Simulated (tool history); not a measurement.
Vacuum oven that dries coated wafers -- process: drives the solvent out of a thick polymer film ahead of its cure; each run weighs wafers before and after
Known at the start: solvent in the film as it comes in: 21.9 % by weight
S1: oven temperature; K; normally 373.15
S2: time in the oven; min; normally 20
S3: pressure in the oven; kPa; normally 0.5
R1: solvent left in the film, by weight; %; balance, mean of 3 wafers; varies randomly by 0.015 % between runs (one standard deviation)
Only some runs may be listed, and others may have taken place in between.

| run | hour | S1 | S2 | S3 | R1 |
|---|---|---|---|---|---|
| 1 | 0 | 373.15 | 20 | 0.5 | 1.03 |
| 2 | 10.7 | 373.15 | 20 | 0.5 | 1.02 |
| 3 | 30.2 | 373.15 | 20 | 0.315 | 0.93 |
| 4 | 53.2 | 373.15 | 11 | 0.5 | 3.41 |
| 5 | 74 | 373.15 | 20 | 0.5 | 1.04 |
| 6 | 96.6 | 373.15 | 20 | 0.5 | 1.01 |
| 7 | 111.1 | 373.15 | 20 | 0.5 | 1.02 |
| 8 | 131.5 | 373.15 | 20 | 0.5 | 1 |
| 9 | 148 | 373.15 | 20 | 0.5 | 1.03 |
|  | 160.7 | oven's thermocouples calibrated |
| 10 | 176 | 373.15 | 20 | 0.5 | 1.12 |
| 11 | 187.2 | 373.15 | 20 | 0.5 | 1.13 |
| 12 | 213.1 | 373.15 | 20 | 0.5 | 1.13 |
| 13 | 223.9 | 373.15 | 20 | 1.159 | 1.4 |
| 14 | 241.3 | 368.15 | 20 | 0.676 | 2.27 |
| 15 | 256.3 | 373.15 | 20 | 1.125 | 1.37 |
| 16 | 274.9 | 373.15 | 21 | 1.125 | 1.29 |
| 17 | 292.1 | 373.15 | 21 | 1.125 | 1.26 |
| 18 | 310.2 | 373.15 | 20 | 0.304 | 1.06 |
| 19 | 336.5 | 370.15 | 34 | 0.481 | 0.53 |
| 20 | 356.3 | 374.15 | 17 | 1.223 | 1.67 |
| 21 | 372.5 | 379.15 | 23 | 0.276 | 0.28 |
| 22 | 389.6 | 364.15 | 23 | 0.276 | 2.61 |
| 23 | 400.7 | 364.15 | 23 | 0.276 | 2.58 |
| 24 | 424.8 | 379.15 | 19 | 0.3 | 0.43 |

4 ways to go on from here, each from the tool as it stands after run 24. What would each give?
| A | 442.1 | 387.15 | 16 | 0.425 | ? |
| B | 442.1 | 388.15 | 13 | 0.26 | ? |
| C | 442.1 | 373.15 | 20 | 1.895 | ? |
| D | 442.1 | 373.15 | 20 | 0.869 | ? |

| run | R1 |
|---|---|
| A | 0.22 |
| B | 0.26 |
| C | 1.7 |
| D | 1.27 |
With the hidden condition removed and each run's random variation left untouched, the same runs would have given:
| run | R1 |
|---|---|
| A | 0.2 |
| B | 0.25 |
| C | 1.73 |
| D | 1.29 |
